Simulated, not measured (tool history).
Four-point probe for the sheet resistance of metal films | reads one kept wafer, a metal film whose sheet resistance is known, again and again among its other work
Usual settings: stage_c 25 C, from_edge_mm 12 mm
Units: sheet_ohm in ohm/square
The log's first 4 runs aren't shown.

run 5 day=7.838 | stage_c=31 from_edge_mm=67 | sheet_ohm=0.07029
run 6 day=9.825 | stage_c=25 from_edge_mm=12 | sheet_ohm=0.070742
run 7 day=10.95 | stage_c=25 from_edge_mm=12 | sheet_ohm=0.070719
run 8 day=13.342 | stage_c=25 from_edge_mm=12 | sheet_ohm=0.070743
run 9 day=15.262 | stage_c=25 from_edge_mm=12 | sheet_ohm=0.070732
run 10 day=16.938 | stage_c=18 from_edge_mm=12 | sheet_ohm=0.071215
run 11 day=18.362 | stage_c=18 from_edge_mm=19 | sheet_ohm=0.071175
run 12 day=20.083 | stage_c=18 from_edge_mm=19 | sheet_ohm=0.071168
run 13 day=21.883 | stage_c=25 from_edge_mm=8 | sheet_ohm=0.070795
run 14 day=23.871 | stage_c=28 from_edge_mm=12 | sheet_ohm=0.070514
run 15 day=25.388 | stage_c=28 from_edge_mm=12 | sheet_ohm=0.070517
run 16 day=26.904 | stage_c=28 from_edge_mm=12 | sheet_ohm=0.070534
run 17 day=28.338 | stage_c=28 from_edge_mm=12 | sheet_ohm=0.070513

The next listed run, before its measurement:
run 18 day=30.929 | stage_c=28 from_edge_mm=12 | sheet_ohm=?

{"run 18": {"sheet_ohm": 0.070497}}
Without the tool's hidden state the same run would have given sheet_ohm 0.070925 ohm/square.
